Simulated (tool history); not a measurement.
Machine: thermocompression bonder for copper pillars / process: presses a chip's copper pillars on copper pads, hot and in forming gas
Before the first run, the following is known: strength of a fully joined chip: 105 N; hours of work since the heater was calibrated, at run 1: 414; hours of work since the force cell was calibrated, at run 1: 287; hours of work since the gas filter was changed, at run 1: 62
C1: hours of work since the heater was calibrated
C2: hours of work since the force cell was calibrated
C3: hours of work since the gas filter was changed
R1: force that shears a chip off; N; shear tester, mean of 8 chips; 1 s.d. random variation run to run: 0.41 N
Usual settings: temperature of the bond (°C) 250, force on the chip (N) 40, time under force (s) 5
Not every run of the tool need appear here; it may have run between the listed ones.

Run 1, hour 0.0: usual settings; C1 414; C2 287; C3 62. Result: R1 66.4 N.
Run 2, hour 45.0: usual settings but temperature of the bond (°C) 257; C1 434; C2 307; C3 82. Result: R1 70.7 N.
Run 3, hour 94.6: usual settings but temperature of the bond (°C) 257; C1 457; C2 330; C3 105. Result: R1 71.1 N.
Run 4, hour 144.6: usual settings but time under force (s) 4; C1 479; C2 352; C3 127. Result: R1 62.4 N.
Run 5, hour 189.3: usual settings but time under force (s) 4; C1 500; C2 372; C3 147. Result: R1 62.7 N.
Run 6, hour 231.6: usual settings but time under force (s) 4; C1 519; C2 392; C3 167. Result: R1 62.4 N.
Run 7, hour 253.2: usual settings but time under force (s) 4; C1 528; C2 401; C3 176. Result: R1 62.5 N.
Run 8, hour 297.5: usual settings but force on the chip (N) 32, time under force (s) 4; C1 549; C2 421; C3 196. Result: R1 54.1 N.
Run 9, hour 325.0: usual settings; C1 561; C2 434; C3 209. Result: R1 67.0 N.
Run 10, hour 347.3: usual settings; C1 571; C2 444; C3 219. Result: R1 66.5 N.
Run 11, hour 390.1: usual settings; C1 591; C2 463; C3 238. Result: R1 67.2 N.
Run 12, hour 441.0: usual settings; C1 614; C2 486; C3 261. Result: R1 66.7 N.
Run 13, hour 493.3: usual settings but time under force (s) 12; C1 637; C2 510; C3 285. Result: R1 83.0 N.
Run 14, hour 534.2: usual settings but force on the chip (N) 31, time under force (s) 12; C1 656; C2 529; C3 304. Result: R1 73.7 N.
Run 15, hour 558.0: usual settings but time under force (s) 3; C1 667; C2 539; C3 314. Result: R1 56.6 N.
Run 16, hour 598.3: usual settings but temperature of the bond (°C) 230, time under force (s) 3; C1 685; C2 558; C3 333. Result: R1 43.7 N.
Run 17, hour 631.9: usual settings but temperature of the bond (°C) 230, time under force (s) 3; C1 700; C2 573; C3 348. Result: R1 43.8 N.
Run 18, hour 655.6: usual settings but temperature of the bond (°C) 246, force on the chip (N) 53; C1 711; C2 584; C3 359. Result: R1 72.9 N.
Run 19, hour 681.7: usual settings but force on the chip (N) 53; C1 723; C2 595; C3 370. Result: R1 75.9 N.
Run 20, hour 724.9: usual settings but temperature of the bond (°C) 254, force on the chip (N) 53; C1 742; C2 615; C3 390. Result: R1 78.5 N.
At hour 740.6: forming gas filter changed.
Run 21, hour 748.3: usual settings but temperature of the bond (°C) 247, force on the chip (N) 47; C1 753; C2 625; C3 3. Result: R1 70.7 N.
Run 22, hour 771.7: usual settings but temperature of the bond (°C) 244; C1 763; C2 636; C3 14. Result: R1 62.0 N.
Run 23, hour 794.4: usual settings but force on the chip (N) 30, time under force (s) 9; C1 773; C2 646; C3 24. Result: R1 66.7 N.
Run 24, hour 840.3: usual settings but force on the chip (N) 30, time under force (s) 9; C1 794; C2 667; C3 45. Result: R1 66.7 N.
Run 25, hour 876.4: usual settings but temperature of the bond (°C) 276, force on the chip (N) 26, time under force (s) 4; C1 811; C2 683; C3 61. Result: R1 63.7 N.
Run 26, hour 902.3: usual settings but temperature of the bond (°C) 268, force on the chip (N) 55, time under force (s) 15; C1 822; C2 695; C3 73. Result: R1 100.0 N.
Run 27, hour 944.6: usual settings but temperature of the bond (°C) 235, force on the chip (N) 30, time under force (s) 4; C1 841; C2 714; C3 92. Result: R1 42.8 N.
Run 28, hour 968.2: usual settings but temperature of the bond (°C) 270, force on the chip (N) 36, time under force (s) 11; C1 852; C2 725; C3 103. Result: R1 88.5 N.
Run 29, hour 1015.6: usual settings but temperature of the bond (°C) 242, force on the chip (N) 34, time under force (s) 3; C1 874; C2 746; C3 125. Result: R1 47.0 N.
At hour 1042.4: heater calibrated with a thermocouple chip.
Run 30, hour 1068.1: usual settings but temperature of the bond (°C) 242, force on the chip (N) 34, time under force (s) 3; C1 12; C2 769; C3 147. Result: R1 46.1 N.
Run 31, hour 1107.3: usual settings but temperature of the bond (°C) 242, force on the chip (N) 34, time under force (s) 3; C1 29; C2 787; C3 165. Result: R1 46.7 N.
Run 32, hour 1158.0: usual settings but temperature of the bond (°C) 242, force on the chip (N) 34, time under force (s) 3; C1 52; C2 810; C3 188. Result: R1 46.6 N.
Run 33, hour 1209.5: usual settings but temperature of the bond (°C) 243, force on the chip (N) 34, time under force (s) 9; C1 76; C2 833; C3 211. Result: R1 68.0 N.
Run 34, hour 1254.4: usual settings but temperature of the bond (°C) 236, force on the chip (N) 34; C1 96; C2 854; C3 232. Result: R1 52.0 N.

4 options for the next run, each taken on its own from the tool as it stands now. Forecast them:
Run A, hour 1276.5: usual settings but temperature of the bond (°C) 246, force on the chip (N) 38, time under force (s) 12; C1 106; C2 864; C3 242. Result: R1 ?.
Run B, hour 1276.5: usual settings but temperature of the bond (°C) 275, force on the chip (N) 25, time under force (s) 13; C1 106; C2 864; C3 242. Result: R1 ?.
Run C, hour 1276.5: usual settings but force on the chip (N) 26; C1 106; C2 864; C3 242. Result: R1 ?.
Run D, hour 1276.5: usual settings but temperature of the bond (°C) 235, force on the chip (N) 28, time under force (s) 11; C1 106; C2 864; C3 242. Result: R1 ?.

run    R1
  A  78.6
  B  83.1
  C  51.4
  D  59.0
What these runs would have given with no unlogged condition in the tool:
run    R1
  A  78.7
  B  83.2
  C  51.4
  D  59.1

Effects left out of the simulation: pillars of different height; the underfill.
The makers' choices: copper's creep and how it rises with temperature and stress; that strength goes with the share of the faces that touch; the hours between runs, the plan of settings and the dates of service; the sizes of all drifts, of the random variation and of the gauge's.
